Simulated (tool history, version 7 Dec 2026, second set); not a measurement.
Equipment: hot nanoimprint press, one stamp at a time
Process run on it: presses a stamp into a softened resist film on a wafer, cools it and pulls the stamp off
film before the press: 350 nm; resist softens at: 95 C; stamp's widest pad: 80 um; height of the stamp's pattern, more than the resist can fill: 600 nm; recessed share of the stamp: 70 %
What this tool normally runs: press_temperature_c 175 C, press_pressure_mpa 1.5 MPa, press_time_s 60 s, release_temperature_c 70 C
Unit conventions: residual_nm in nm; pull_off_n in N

run	hour	press_temperature_c	press_pressure_mpa	press_time_s	release_temperature_c	residual_nm	pull_off_n
1	0	175	1.5	60	70	134.9	137
2	55	175	1.5	101	70	112.6	139
# hour 73.1: press's hydraulic seals changed and the load cell set to zero
3	123.1	175	1.5	60	70	129.8	147
4	182.6	175	1.5	60	70	130.1	145
5	215.6	175	1.5	60	70	129.9	146
6	261	175	1.5	60	70	130.6	154
7	324.5	175	1.5	60	70	130.2	150
8	371.5	175	1.5	60	70	130.2	157
9	404.9	175	1.5	60	70	130.3	157
# hour 412.3: plate thermocouple calibrated
10	454.9	167	1.5	60	70	160.6	161
11	503	175	1.5	60	70	129.6	165
12	564	175	1.5	60	70	129.6	160
13	598.2	175	1.5	60	70	129.8	165
14	659	172	1.5	60	70	140.2	169
# hour 691.5: plate thermocouple calibrated, once more
15	693.6	172	1.5	60	70	142.1	165
16	763.7	172	2.28	60	60	112.2	190
17	816.1	172	1.1	38	67	193.8	183
18	858.4	175	1.5	117	70	104.1	180
19	927.7	175	2.16	87	70	93.2	176
20	986	175	2.16	87	70	93.3	172
21	1051.6	164	1.11	60	61	206.9	195
22	1092.1	164	1.11	60	61	206.1	200
23	1140.3	173	0.91	33	61	215.7	204
# hour 1195.3: stamp cleaned and given a new release coat
24	1215.3	175	1.5	58	67	131.9	126
25	1256.8	183	1.5	60	70	107.4	117
26	1305.9	166	1.17	36	70	219.4	125
27	1364.8	166	1.17	36	70	219.9	122
28	1399.3	176	1.82	79	69	103.9	130
29	1450.5	175	1.5	57	70	133.9	126

Pick out some run-to-run changes in residual_nm. Of each, how much would a tool without hidden state show as well, from the settings, what came in and chance, and how much is left for the hidden state and any gauge scatter not in both results compared?
Hidden conditions of the tool in this case: true temperature over the reading, C; pressure that arrives at the usual setting, %; grip of the stamp's worn release coat, % over a new coat's; drift of the gauge itself on residual_nm, %; drift of the gauge itself on pull_off_n, %.
Run 2 -> 3: press_time_s 101 -> 60, press's hydraulic seals changed and the load cell set to zero. residual_nm +17.2 nm: hidden state -3.9, all else +21.1.
Run 14 -> 15: plate thermocouple calibrated, once more. residual_nm +1.9 nm: hidden state +2.5, all else -0.6.
Run 20 -> 21: press_temperature_c 175 -> 164, press_pressure_mpa 2.16 -> 1.11, press_time_s 87 -> 60, release_temperature_c 70 -> 61. residual_nm +113.6 nm: hidden state -1.1, all else +114.7.
Run 27 -> 28: press_temperature_c 166 -> 176, press_pressure_mpa 1.17 -> 1.82, press_time_s 36 -> 79, release_temperature_c 70 -> 69. residual_nm -116 nm: hidden state +1.1, all else -117.1.
